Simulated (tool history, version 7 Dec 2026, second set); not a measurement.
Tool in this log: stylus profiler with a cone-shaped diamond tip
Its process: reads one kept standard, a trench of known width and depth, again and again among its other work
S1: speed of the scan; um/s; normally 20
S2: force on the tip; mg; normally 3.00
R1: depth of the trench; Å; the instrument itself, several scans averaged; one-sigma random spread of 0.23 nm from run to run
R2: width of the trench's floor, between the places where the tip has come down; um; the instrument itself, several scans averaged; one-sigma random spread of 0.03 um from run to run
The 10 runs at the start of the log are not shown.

{"run": 11, "hour": 186.5, "S1": 20, "S2": 3.28, "R1": 10174.2, "R2": 44.86}
{"run": 12, "hour": 207.0, "S1": 20, "S2": 3.0, "R1": 10163.1, "R2": 44.8}
{"run": 13, "hour": 230.7, "S1": 20, "S2": 3.0, "R1": 10160.2, "R2": 44.83}
{"run": 14, "hour": 248.8, "S1": 9, "S2": 3.0, "R1": 10162.5, "R2": 44.8}
{"run": 15, "hour": 270.7, "S1": 9, "S2": 3.0, "R1": 10156.4, "R2": 44.81}
{"run": 16, "hour": 287.8, "S1": 20, "S2": 2.77, "R1": 10149.4, "R2": 44.65}
{"run": 17, "hour": 306.9, "S1": 6, "S2": 4.47, "R1": 10217.9, "R2": 44.79}
{"run": 18, "hour": 324.7, "S1": 10, "S2": 3.0, "R1": 10161.0, "R2": 44.7}
{"run": 19, "hour": 347.4, "S1": 63, "S2": 7.81, "R1": 10328.0, "R2": 44.57}
{"run": 20, "hour": 360.9, "S1": 63, "S2": 7.81, "R1": 10319.9, "R2": 44.53}
{"run": 21, "hour": 373.0, "S1": 63, "S2": 1.4, "R1": 10087.7, "R2": 44.27}
{"hour": 375.6, "done": "height scale calibrated on a step standard"}
{"run": 22, "hour": 389.6, "S1": 12, "S2": 1.38, "R1": 10063.0, "R2": 44.67}
{"run": 23, "hour": 412.9, "S1": 12, "S2": 1.38, "R1": 10059.7, "R2": 44.64}
{"run": 24, "hour": 425.8, "S1": 21, "S2": 1.12, "R1": 10044.7, "R2": 44.47}
{"run": 25, "hour": 452.0, "S1": 6, "S2": 1.75, "R1": 10082.3, "R2": 44.54}
{"run": 26, "hour": 464.1, "S1": 55, "S2": 3.29, "R1": 10147.1, "R2": 44.36}
{"run": 27, "hour": 483.8, "S1": 55, "S2": 3.29, "R1": 10152.4, "R2": 44.29}
{"hour": 485.5, "done": "height scale calibrated on a step standard, once more"}
{"run": 28, "hour": 498.6, "S1": 9, "S2": 3.0, "R1": 10187.7, "R2": 44.58}
{"run": 29, "hour": 511.6, "S1": 20, "S2": 3.8, "R1": 10218.7, "R2": 44.48}
{"run": 30, "hour": 531.4, "S1": 20, "S2": 3.8, "R1": 10223.5, "R2": 44.48}
{"run": 31, "hour": 544.6, "S1": 7, "S2": 8.89, "R1": 10389.6, "R2": 44.55}
{"run": 32, "hour": 564.2, "S1": 7, "S2": 8.89, "R1": 10386.6, "R2": 44.49}

Here are 5 independent what-if runs from the current tool condition. What would each one return?
{"run": "A", "hour": 588.8, "S1": 29, "S2": 8.89, "R1": "?", "R2": "?"}
{"run": "B", "hour": 588.8, "S1": 20, "S2": 1.26, "R1": "?", "R2": "?"}
{"run": "C", "hour": 588.8, "S1": 28, "S2": 8.6, "R1": "?", "R2": "?"}
{"run": "D", "hour": 588.8, "S1": 6, "S2": 8.03, "R1": "?", "R2": "?"}
{"run": "E", "hour": 588.8, "S1": 20, "S2": 2.11, "R1": "?", "R2": "?"}

run=A R1=10388.7 R2=44.43
run=B R1=10104.3 R2=44.31
run=C R1=10383.4 R2=44.38
run=D R1=10366.6 R2=44.50
run=E R1=10145.1 R2=44.40
Take away the tool's hidden state, keep each run's random variation, and the runs would have read:
run=A R1=10390.4 R2=46.47
run=B R1=10105.9 R2=46.35
run=C R1=10385.1 R2=46.42
run=D R1=10368.3 R2=46.54
run=E R1=10146.7 R2=46.44
